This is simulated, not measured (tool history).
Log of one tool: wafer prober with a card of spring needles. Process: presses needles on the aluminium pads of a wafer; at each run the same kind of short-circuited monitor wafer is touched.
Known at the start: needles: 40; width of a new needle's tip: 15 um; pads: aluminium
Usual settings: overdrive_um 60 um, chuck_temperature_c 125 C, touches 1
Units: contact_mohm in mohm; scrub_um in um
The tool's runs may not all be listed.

run,hour,overdrive_um,chuck_temperature_c,touches,contact_mohm,scrub_um
1,0,60,125,1,295,12.25
# hour 6: tips cleaned on abrasive film
2,10.9,60,125,1,295,12.29
3,23.6,48,125,1,296,9.82
4,32.6,45,125,1,295,9.21
# hour 34.7: tips cleaned on abrasive film
5,46.8,60,94,1,284,12.31
6,58.6,60,94,1,286,12.3
# hour 63: tips cleaned on abrasive film
7,66.6,60,125,1,296,12.29
8,77.8,60,125,1,291,12.28
9,87.7,60,125,1,291,12.3
# hour 92.1: tips cleaned on abrasive film
10,101.8,60,33,1,267,12.34
11,112.5,60,33,3,265,12.34
# hour 121.1: tips cleaned on abrasive film
12,123.9,79,33,3,264,16.28
13,134.3,76,125,1,288,15.63
14,141.5,76,125,1,291,15.68
15,148.5,76,125,1,291,15.67
# hour 149.4: tips cleaned on abrasive film
16,158.6,60,125,1,295,12.4
17,174.1,60,125,1,295,12.41
# hour 177.9: tips cleaned on abrasive film
18,188,79,36,1,266,16.3
19,202.9,79,36,1,263,16.34
# hour 206.8: tips cleaned on abrasive film
20,217.1,79,36,1,264,16.33
21,228.5,79,36,1,267,16.36
# hour 235.7: tips cleaned on abrasive film
22,242.8,64,72,1,277,13.29
23,258.3,60,125,1,295,12.47
# hour 264.3: tips cleaned on abrasive film
24,272.9,60,125,1,291,12.48
25,284.7,60,125,1,295,12.5
# hour 293: tips cleaned on abrasive film
26,300.1,60,125,1,294,12.47
27,310.6,62,125,3,295,12.92
28,320.9,47,72,1,281,9.81
# hour 322.3: tips cleaned on abrasive film
29,335.3,62,72,3,277,12.98
30,344.2,52,55,2,272,10.84
# hour 350.9: tips cleaned on abrasive film
31,355.6,60,26,1,266,12.54
32,362.9,68,34,3,268,14.19
33,374.9,68,43,3,267,14.23
# hour 379.4: tips cleaned on abrasive film
34,381.8,80,87,2,281,16.73

Hidden state or all else? Some run-to-run changes of scrub_um, split into what the settings, what came in and random variation would give without the hidden state, and what is left for the hidden state (with any gauge scatter that isn't in both results):
The hidden state here: debris on the tips, nm; way that the needles fall short of the set height, um; tips' diameter, um; drift of the gauge itself on contact_mohm, %; drift of the gauge itself on scrub_um, %.
Run 11 -> 12: overdrive_um 60 -> 79, tips cleaned on abrasive film. scrub_um +3.94 um: hidden state +0.04, all else +3.9.
Run 15 -> 16: overdrive_um 76 -> 60, tips cleaned on abrasive film. scrub_um -3.27 um: hidden state -0.02, all else -3.25.
Run 17 -> 18: overdrive_um 60 -> 79, chuck_temperature_c 125 -> 36, tips cleaned on abrasive film. scrub_um +3.89 um: hidden state +0.06, all else +3.83.
Run 28 -> 29: overdrive_um 47 -> 62, touches 1 -> 3, tips cleaned on abrasive film. scrub_um +3.17 um: hidden state +0.07, all else +3.1.
Run 33 -> 34: overdrive_um 68 -> 80, chuck_temperature_c 43 -> 87, touches 3 -> 2, tips cleaned on abrasive film. scrub_um +2.5 um: hidden state +0.07, all else +2.43.
